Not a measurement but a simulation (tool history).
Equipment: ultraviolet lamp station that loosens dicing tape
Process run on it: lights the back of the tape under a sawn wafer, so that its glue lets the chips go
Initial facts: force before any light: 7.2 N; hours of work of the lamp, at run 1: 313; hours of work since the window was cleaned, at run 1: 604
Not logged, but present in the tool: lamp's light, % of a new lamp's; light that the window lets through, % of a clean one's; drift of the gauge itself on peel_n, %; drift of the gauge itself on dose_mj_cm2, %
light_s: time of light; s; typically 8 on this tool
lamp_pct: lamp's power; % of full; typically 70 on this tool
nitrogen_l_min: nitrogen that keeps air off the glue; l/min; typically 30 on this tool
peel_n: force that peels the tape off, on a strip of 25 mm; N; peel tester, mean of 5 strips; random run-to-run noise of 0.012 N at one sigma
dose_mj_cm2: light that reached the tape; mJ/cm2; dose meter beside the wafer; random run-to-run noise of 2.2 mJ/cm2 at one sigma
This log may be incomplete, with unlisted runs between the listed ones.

| run | day | light_s | lamp_pct | nitrogen_l_min | hours of work of the lamp | hours of work since the window was cleaned | peel_n | dose_mj_cm2 |
|---|---|---|---|---|---|---|---|---|
| 1 | 0.000 | 8 | 70 | 30 | 313 | 604 | 0.845 | 149 |
| 2 | 0.512 | 8 | 70 | 30 | 322 | 613 | 0.802 | 155 |
| 3 | 1.083 | 12 | 70 | 30 | 332 | 624 | 0.368 | 224 |
| 4 | 1.504 | 12 | 82 | 30 | 340 | 631 | 0.292 | 264 |
| 5 | 1.979 | 8 | 70 | 30 | 349 | 640 | 0.816 | 148 |
| 6 | 2.654 | 8 | 70 | 30 | 361 | 652 | 0.863 | 148 |
| 7 | 3.246 | 8 | 70 | 30 | 372 | 663 | 0.835 | 149 |
| 8 | 3.825 | 8 | 69 | 30 | 383 | 674 | 0.871 | 148 |
|  | 3.908 | window cleaned of glue's vapour |
| 9 | 4.429 | 8 | 69 | 30 | 393 | 10 | 1.081 | 128 |
| 10 | 4.992 | 8 | 70 | 23 | 404 | 20 | 1.242 | 129 |
| 11 | 5.308 | 8 | 70 | 23 | 410 | 26 | 1.262 | 131 |
| 12 | 5.738 | 8 | 70 | 23 | 417 | 34 | 1.244 | 129 |
| 13 | 6.225 | 5 | 67 | 23 | 426 | 42 | 2.493 | 79 |
| 14 | 6.621 | 4 | 82 | 39 | 434 | 50 | 2.062 | 76 |
|  | 6.708 | window cleaned of glue's vapour, once more |
| 15 | 7.183 | 8 | 70 | 54 | 444 | 9 | 0.479 | 172 |
| 16 | 7.538 | 5 | 97 | 11 | 450 | 15 | 1.513 | 150 |
| 17 | 7.850 | 6 | 90 | 17 | 456 | 21 | 1.001 | 161 |
| 18 | 8.158 | 6 | 90 | 56 | 462 | 27 | 0.501 | 164 |
| 19 | 8.458 | 8 | 66 | 46 | 467 | 32 | 0.557 | 157 |
| 20 | 8.971 | 8 | 66 | 46 | 476 | 42 | 0.553 | 161 |
| 21 | 9.462 | 6 | 94 | 20 | 485 | 50 | 0.837 | 171 |
| 22 | 9.912 | 6 | 74 | 34 | 494 | 59 | 0.952 | 136 |
| 23 | 10.650 | 6 | 74 | 34 | 507 | 72 | 0.997 | 133 |
| 24 | 11.358 | 5 | 70 | 30 | 520 | 85 | 1.502 | 105 |

Branching from run 24: 4 alternative next runs. What would each branch give?
| A | 11.758 | 8 | 62 | 43 | 528 | 93 | ? | ? |
| B | 11.758 | 8 | 70 | 54 | 528 | 93 | ? | ? |
| C | 11.758 | 16 | 67 | 28 | 528 | 93 | ? | ? |
| D | 11.758 | 8 | 70 | 30 | 528 | 93 | ? | ? |

| run | peel_n | dose_mj_cm2 |
|---|---|---|
| A | 0.685 | 152 |
| B | 0.497 | 167 |
| C | 0.221 | 317 |
| D | 0.690 | 169 |
Take away the tool's hidden state, keep each run's random variation, and the runs would have read:
| run | peel_n | dose_mj_cm2 |
|---|---|---|
| A | 0.519 | 174 |
| B | 0.377 | 192 |
| C | 0.195 | 365 |
| D | 0.525 | 195 |

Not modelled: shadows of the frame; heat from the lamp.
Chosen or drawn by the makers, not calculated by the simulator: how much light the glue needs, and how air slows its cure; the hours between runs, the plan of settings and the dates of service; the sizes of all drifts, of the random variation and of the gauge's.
